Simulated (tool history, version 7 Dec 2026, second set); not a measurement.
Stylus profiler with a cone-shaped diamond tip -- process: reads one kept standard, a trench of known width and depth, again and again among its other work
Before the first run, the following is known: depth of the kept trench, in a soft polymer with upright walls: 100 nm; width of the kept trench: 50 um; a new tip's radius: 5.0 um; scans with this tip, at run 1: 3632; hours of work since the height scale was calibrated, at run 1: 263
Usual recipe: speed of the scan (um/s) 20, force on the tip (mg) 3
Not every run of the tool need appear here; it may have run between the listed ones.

| run | day | speed of the scan (um/s) | force on the tip (mg) | scans with this tip | hours of work since the height scale was calibrated | depth of the trench (Å) | width of the trench's floor (um) |
|---|---|---|---|---|---|---|---|
| 1 | 0 | 20 | 3 | 3632 | 263 | 1009.3 | 47.22 |
| 2 | 0.783 | 20 | 3 | 3751 | 271 | 1009.5 | 47.16 |
| 3 | 1.396 | 17 | 3 | 3843 | 278 | 1009.3 | 47.18 |
| 4 | 2.479 | 20 | 3 | 4007 | 290 | 1009.6 | 47.16 |
| 5 | 3.292 | 20 | 3 | 4130 | 299 | 1009.8 | 47.1 |
| 6 | 4.133 | 20 | 3 | 4257 | 308 | 1009.4 | 47.06 |
| 7 | 4.979 | 20 | 3 | 4384 | 317 | 1009.7 | 47.07 |
| 8 | 5.979 | 20 | 3 | 4536 | 328 | 1009.8 | 47 |
| 9 | 6.783 | 20 | 3 | 4657 | 337 | 1009.9 | 47.03 |
| 10 | 7.825 | 20 | 3 | 4814 | 348 | 1009.6 | 46.97 |
| 11 | 8.846 | 18 | 3 | 4968 | 360 | 1009.5 | 46.94 |
| 12 | 9.579 | 41 | 3 | 5079 | 368 | 1009.7 | 46.96 |
|  | 9.688 | height scale calibrated on a step standard |
| 13 | 10.579 | 64 | 3 | 5227 | 10 | 1010.5 | 46.81 |
| 14 | 11.308 | 20 | 1.36 | 5337 | 18 | 1007.4 | 46.9 |
| 15 | 12.204 | 20 | 1.36 | 5472 | 27 | 1007.2 | 46.81 |
| 16 | 13.062 | 20 | 1.36 | 5602 | 37 | 1007 | 46.81 |
|  | 13.179 | height scale calibrated on a step standard, once more |
| 17 | 13.933 | 20 | 4.9 | 5731 | 8 | 1011.6 | 46.81 |
| 18 | 14.967 | 20 | 3 | 5887 | 20 | 1008.3 | 46.81 |
| 19 | 15.858 | 20 | 6.05 | 6022 | 29 | 1013.4 | 46.8 |
| 20 | 16.742 | 20 | 6.05 | 6155 | 39 | 1013.6 | 46.75 |
| 21 | 17.2 | 6 | 4.48 | 6224 | 44 | 1011.3 | 46.75 |
| 22 | 18.183 | 6 | 4.48 | 6372 | 55 | 1011.1 | 46.67 |
| 23 | 18.958 | 12 | 3.82 | 6490 | 63 | 1009.9 | 46.7 |
| 24 | 20.038 | 8 | 1.28 | 6653 | 75 | 1004.8 | 46.71 |
| 25 | 20.5 | 8 | 1.28 | 6723 | 80 | 1005.3 | 46.74 |
| 26 | 21.138 | 21 | 1.48 | 6819 | 87 | 1005.6 | 46.67 |
| 27 | 21.638 | 21 | 1.48 | 6894 | 92 | 1005.6 | 46.6 |
| 28 | 22.083 | 10 | 4.01 | 6962 | 97 | 1010.4 | 46.68 |
| 29 | 22.967 | 10 | 4.01 | 7095 | 107 | 1010.8 | 46.67 |
| 30 | 24.046 | 10 | 1.01 | 7258 | 119 | 1004.5 | 46.62 |
| 31 | 24.867 | 6 | 4.07 | 7382 | 128 | 1010.7 | 46.57 |
| 32 | 25.671 | 15 | 4.85 | 7504 | 137 | 1012.1 | 46.57 |
| 33 | 26.692 | 19 | 2.4 | 7658 | 148 | 1007.9 | 46.53 |
| 34 | 27.25 | 9 | 3 | 7742 | 154 | 1008.8 | 46.55 |
| 35 | 27.912 | 18 | 5.7 | 7842 | 161 | 1013.2 | 46.44 |
| 36 | 28.917 | 49 | 1.12 | 7994 | 172 | 1004.7 | 46.34 |
| 37 | 29.875 | 6 | 2.2 | 8138 | 182 | 1007.4 | 46.45 |
| 38 | 30.683 | 9 | 3.52 | 8261 | 191 | 1009.8 | 46.36 |
| 39 | 31.438 | 9 | 1.11 | 8374 | 200 | 1004.7 | 46.4 |
|  | 32.054 | new tip fitted, height scale calibrated |
| 40 | 32.362 | 9 | 1.11 | 47 | 3 | 1004.7 | 47.97 |

How the hidden state differs across the entries between the runs, from the last listed run before each to the first after it:
Run 12 -> run 13: height scale calibrated on a step standard (day 9.688)
  radius of the tip, um: 11.53 -> 11.74; height scale over the true one, %: 0.15 -> 0.215
  measured value less the no-hidden-state value, depth of the trench (Å): +1.5 -> +2.2; width of the trench's floor (um): -1.04 -> -1.07
Run 16 -> run 17: height scale calibrated on a step standard, once more (day 13.179)
  radius of the tip, um: 12.21 -> 12.39; height scale over the true one, %: 0.223 -> 0.009
  measured value less the no-hidden-state value, depth of the trench (Å): +2.3 -> +0.1; width of the trench's floor (um): -1.12 -> -1.15
Run 39 -> run 40: new tip fitted, height scale calibrated (day 32.054)
  radius of the tip, um: 15.86 -> 5.14; height scale over the true one, %: 0.07 -> 0.035
  measured value less the no-hidden-state value, depth of the trench (Å): +0.7 -> +0.4; width of the trench's floor (um): -1.57 -> -0.03
